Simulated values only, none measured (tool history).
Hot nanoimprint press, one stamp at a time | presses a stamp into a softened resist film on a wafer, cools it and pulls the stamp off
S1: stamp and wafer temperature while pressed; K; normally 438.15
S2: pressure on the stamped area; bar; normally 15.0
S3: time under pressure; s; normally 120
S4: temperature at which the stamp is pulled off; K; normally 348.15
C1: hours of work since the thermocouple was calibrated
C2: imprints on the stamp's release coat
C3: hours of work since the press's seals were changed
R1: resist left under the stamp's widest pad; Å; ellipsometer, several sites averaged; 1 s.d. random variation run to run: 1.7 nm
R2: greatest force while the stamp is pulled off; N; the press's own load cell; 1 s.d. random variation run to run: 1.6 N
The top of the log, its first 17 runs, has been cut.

run,day,S1,S2,S3,S4,C1,C2,C3,R1,R2
18,4.088,438.15,19.6,120,348.15,8,652,198,2348,105
19,4.467,445.15,19.6,120,348.15,12,677,202,1760,104
20,4.712,444.15,19.6,89,348.15,15,694,204,2071,101
# day 5.062: plate thermocouple calibrated, once more
21,5.067,444.15,10.7,70,348.15,0,709,207,2863,105
# day 5.579: stamp cleaned and given a new release coat
22,5.667,444.15,10.7,70,340.15,4,6,211,2882,114
23,5.954,438.15,10.5,73,339.15,7,25,214,3503,116
24,6.112,438.15,10.5,73,339.15,9,35,215,3502,119
25,6.358,436.15,15.4,130,348.15,11,52,218,2801,95

Predict the results of run 26:
26,6.662,436.15,15.4,130,348.15,14,72,221,?,?

R1: 2789 Å
R2: 99 N
With the hidden condition absent and the run-to-run variation left alone, this run would have shown R1 2759 Å, R2 98 N.
